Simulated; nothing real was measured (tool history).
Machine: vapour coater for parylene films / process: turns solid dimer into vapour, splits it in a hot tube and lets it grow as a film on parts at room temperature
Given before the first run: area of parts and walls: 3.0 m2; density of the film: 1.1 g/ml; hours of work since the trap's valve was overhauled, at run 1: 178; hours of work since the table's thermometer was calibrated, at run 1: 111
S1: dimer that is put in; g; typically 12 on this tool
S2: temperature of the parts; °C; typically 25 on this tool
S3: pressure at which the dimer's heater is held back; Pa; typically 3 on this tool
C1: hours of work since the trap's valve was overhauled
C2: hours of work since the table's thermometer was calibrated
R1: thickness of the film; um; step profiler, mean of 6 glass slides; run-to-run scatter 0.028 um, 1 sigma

run	hour	S1	S2	S3	C1	C2	R1
1	0	12	25	3	178	111	2.63
2	10.2	12	25	3	186	119	2.63
3	18.4	12	25	3	193	125	2.67
4	29	12	25	3	201	134	2.62
5	41.1	12	25	3	211	143	2.6
6	56.5	12	25	3	223	156	2.58
7	67.3	12	25	3	232	164	2.58
8	76.5	10	26	6.69	239	171	1.92
# hour 83.5: trap's valve overhauled
9	90.5	12	34	6.99	6	179	1.71
10	98.7	12	34	6.99	12	186	1.7
11	105.6	11	20	9.14	18	191	2.24
12	117.6	12	25	8.76	27	201	2.16
13	129	7	19	6.69	36	210	1.51
# hour 134.3: trap's valve overhauled, once more
14	148.9	7	19	6.69	12	223	1.83

Entry by entry between the runs, the difference in hidden state between the last listed run before and the first listed run after:
In the gap between runs 8 and 9: trap's valve overhauled (hour 83.5)
  vapour lost through the trap's worn valve, %: 10.7 -> 16.8; true temperature of the parts over the reading, C: -0.23 -> -0.24
  measured value less the no-hidden-state value, R1: -0.22 -> -0.33 um
In the gap between runs 13 and 14: trap's valve overhauled, once more (hour 134.3)
  vapour lost through the trap's worn valve, %: 18.1 -> 0.9; true temperature of the parts over the reading, C: -0.25 -> -0.26
  measured value less the no-hidden-state value, R1: -0.33 -> -0.01 um
